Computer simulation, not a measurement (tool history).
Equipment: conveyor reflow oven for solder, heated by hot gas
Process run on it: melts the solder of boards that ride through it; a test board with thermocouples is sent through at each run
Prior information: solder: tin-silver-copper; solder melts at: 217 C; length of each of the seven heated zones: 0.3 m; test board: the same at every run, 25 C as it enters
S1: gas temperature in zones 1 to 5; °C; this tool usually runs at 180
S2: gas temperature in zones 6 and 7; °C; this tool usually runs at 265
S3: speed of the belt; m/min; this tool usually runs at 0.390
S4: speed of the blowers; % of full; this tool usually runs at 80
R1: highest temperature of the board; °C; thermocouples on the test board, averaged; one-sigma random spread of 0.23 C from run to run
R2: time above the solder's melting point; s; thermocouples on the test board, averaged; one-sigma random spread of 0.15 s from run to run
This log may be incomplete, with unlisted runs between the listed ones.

run,hour,S1,S2,S3,S4,R1,R2
1,0.0,180,265,0.390,80,251.6,72.2
2,12.6,180,265,0.311,80,256.7,97.5
3,20.6,180,265,0.311,80,256.8,97.8
4,33.5,180,265,0.311,80,256.6,97.7
5,40.7,180,265,0.311,80,256.8,97.7
# hour 48.3: flux residue cleaned out of gas plates and filters
6,54.2,180,265,0.311,80,258.3,99.9
7,69.2,180,265,0.311,80,258.3,100.1
8,78.1,180,265,0.311,80,258.7,99.8
9,88.9,180,265,0.416,80,252.3,68.5
10,98.9,180,265,0.390,80,253.8,74.9
11,110.8,180,265,0.390,80,253.5,75.0
12,119.0,180,265,0.390,80,253.9,74.8
13,136.3,180,265,0.390,80,253.5,74.6
14,148.5,180,265,0.328,80,257.6,93.2
15,159.5,180,265,0.328,80,257.0,93.3
16,167.5,180,265,0.423,80,251.7,66.4
17,179.5,180,265,0.469,80,248.4,56.9
18,195.5,180,265,0.469,80,248.6,56.6
19,212.5,188,267,0.457,74,251.7,64.3
20,228.3,190,278,0.397,80,266.1,85.3
21,243.8,190,278,0.397,80,266.1,85.1
22,256.6,190,277,0.320,87,269.8,108.2
23,273.7,190,277,0.320,87,269.6,107.9
24,287.4,190,277,0.320,87,269.9,108.3
25,300.1,173,277,0.346,71,264.9,89.8
26,311.3,173,277,0.418,71,259.8,69.9
27,327.5,189,265,0.390,80,254.0,79.4
28,343.1,189,265,0.390,80,253.8,79.3
29,359.0,180,267,0.370,63,254.2,78.6
30,371.6,180,265,0.390,84,252.7,74.2
31,387.0,180,259,0.331,60,248.9,84.8

What if the next run were any one of these 4? Each begins from the tool's condition after run 31:
A,396.2,180,259,0.416,60,?,?
B,396.2,173,271,0.390,72,?,?
C,396.2,194,259,0.331,53,?,?
D,396.2,179,259,0.331,65,?,?

run,R1,R2
A,243.2,59.6
B,256.2,72.8
C,250.4,94.4
D,249.3,84.6
Stripped of hidden state, with their random variation kept, the same runs would have yielded:
run,R1,R2
A,245.7,62.4
B,258.9,74.8
C,252.3,95.9
D,251.4,86.8
